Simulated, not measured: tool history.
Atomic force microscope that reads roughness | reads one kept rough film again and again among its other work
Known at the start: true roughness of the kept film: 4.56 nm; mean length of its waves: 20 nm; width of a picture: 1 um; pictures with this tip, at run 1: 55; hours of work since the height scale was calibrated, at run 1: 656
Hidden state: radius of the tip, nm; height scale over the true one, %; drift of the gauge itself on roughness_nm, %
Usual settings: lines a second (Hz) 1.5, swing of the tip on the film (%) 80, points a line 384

run,hour,lines a second (Hz),swing of the tip on the film (%),points a line,pictures with this tip,hours of work since the height scale was calibrated,roughness of the kept film (nm (root mean square))
1,0,1.5,80,384,55,656,3.022
2,27,1.5,80,384,86,670,2.922
3,52.6,1.5,80,384,114,684,2.799
# hour 60.5: new tip fitted
4,71.3,1.03,80,384,12,693,3.307
5,98.3,1.03,80,399,42,707,3.161
6,115.3,1.5,80,354,61,716,2.975
7,138.1,1.5,80,354,87,728,2.87
8,166.7,1.5,59,354,119,743,2.979
# hour 170.9: new tip fitted
9,194.1,1.5,59,354,26,758,3.461
10,214.8,1.5,80,867,49,768,3.133
11,241.9,1.5,80,867,80,783,2.984
12,271.9,1.5,80,384,114,799,2.845
# hour 282.4: new tip fitted
13,290.9,1.5,80,384,9,808,3.245
14,320.6,1.83,80,384,43,824,3.043
15,339.7,1.83,80,384,64,834,2.927
16,355.6,1.5,80,984,82,842,2.969
17,382.9,1.5,85,384,113,857,2.738
# hour 393.4: new tip fitted
18,404.2,0.82,80,384,12,868,3.413
19,420.8,1.5,80,384,31,876,3.156
20,450.7,0.69,59,651,64,892,3.36
21,481.3,0.8,82,680,98,908,3.021
22,500.8,1.27,89,475,120,919,2.709
# hour 503.2: new tip fitted
23,521.3,1.27,89,475,20,929,3.152
24,546.1,2.13,78,732,48,942,3.026
25,561,1.23,88,815,64,950,3.013
26,582.6,3.24,79,815,89,961,2.661
27,612.7,3.24,79,815,122,977,2.54
# hour 614.9: new tip fitted
28,632.6,1.5,63,384,20,988,3.448
29,658.4,1.5,63,384,49,1001,3.306
30,675.1,1.24,75,352,68,1010,3.132
31,689.6,0.71,55,587,84,1018,3.3
32,716.8,0.94,80,284,115,1032,2.906
# hour 725: new tip fitted
33,740.4,0.94,80,284,18,1044,3.311
34,756,0.94,67,822,35,1052,3.398
35,782.2,1.31,67,505,65,1066,3.213
36,812.6,1.31,67,505,99,1082,3.054
# hour 834.8: new tip fitted
37,842.3,2.02,80,617,9,1098,3.167
38,867.9,0.93,74,617,37,1111,3.336

The same runs without the tool's hidden state, with the same run-to-run variation:
run,roughness of the kept film (nm (root mean square))
1,3.25
2,3.285
3,3.267
4,3.385
5,3.378
6,3.262
7,3.254
8,3.519
9,3.552
10,3.329
11,3.32
12,3.3
13,3.273
14,3.226
15,3.194
16,3.318
17,3.182
18,3.444
19,3.277
20,3.66
21,3.455
22,3.175
23,3.217
24,3.208
25,3.27
26,2.986
27,2.966
28,3.52
29,3.504
30,3.415
31,3.672
32,3.367
33,3.379
34,3.554
35,3.505
36,3.502
37,3.202
38,3.506
